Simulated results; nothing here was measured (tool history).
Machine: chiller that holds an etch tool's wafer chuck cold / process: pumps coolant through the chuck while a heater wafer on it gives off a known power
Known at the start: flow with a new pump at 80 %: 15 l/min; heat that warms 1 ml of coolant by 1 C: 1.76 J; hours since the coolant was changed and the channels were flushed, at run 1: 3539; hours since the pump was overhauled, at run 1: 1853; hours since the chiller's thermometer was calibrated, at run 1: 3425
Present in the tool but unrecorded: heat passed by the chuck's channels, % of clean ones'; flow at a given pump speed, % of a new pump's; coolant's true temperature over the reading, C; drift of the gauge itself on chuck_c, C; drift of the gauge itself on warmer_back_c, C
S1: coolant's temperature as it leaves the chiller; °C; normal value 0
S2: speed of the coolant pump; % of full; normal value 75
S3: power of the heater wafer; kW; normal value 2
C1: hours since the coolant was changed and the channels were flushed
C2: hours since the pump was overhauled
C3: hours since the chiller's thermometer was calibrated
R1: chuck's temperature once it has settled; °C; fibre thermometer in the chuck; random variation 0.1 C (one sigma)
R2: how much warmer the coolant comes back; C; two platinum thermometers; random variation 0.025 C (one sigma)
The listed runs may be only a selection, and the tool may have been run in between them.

run,hour,S1,S2,S3,C1,C2,C3,R1,R2
1,0,0,75,2,3539,1853,3425,16.7,4.85
2,44.6,0,72,2,3583,1897,3469,17.1,5.11
3,75,0,72,2,3614,1928,3500,17,5.07
4,102.3,0,72,2,3641,1955,3527,16.9,5.09
5,125.7,0,75,2,3665,1978,3551,16.8,4.88
6,167.3,0,75,2,3706,2020,3592,16.7,4.89
7,203.5,0,75,2,3742,2056,3628,16.6,4.88
8,242.6,0,75,2,3781,2095,3667,16.6,4.88
9,289.8,0,75,1.868,3829,2143,3715,15.5,4.6
10,334.7,0,75,1.868,3874,2187,3760,15.4,4.56
11,370.6,0,75,1.868,3909,2223,3795,15.4,4.58
12,406.4,0,75,1.868,3945,2259,3831,15.6,4.56
13,444.7,0,75,1.415,3984,2297,3869,11.7,3.43

What will run 14 give?
14,469.2,0,75,1.415,4008,2322,3894,?,?

R1: 11.6 °C
R2: 3.47 C
Take away the tool's hidden state, keep the run-to-run variation as it was, and the same run would have given R1 11.6 °C, R2 3.47 C.
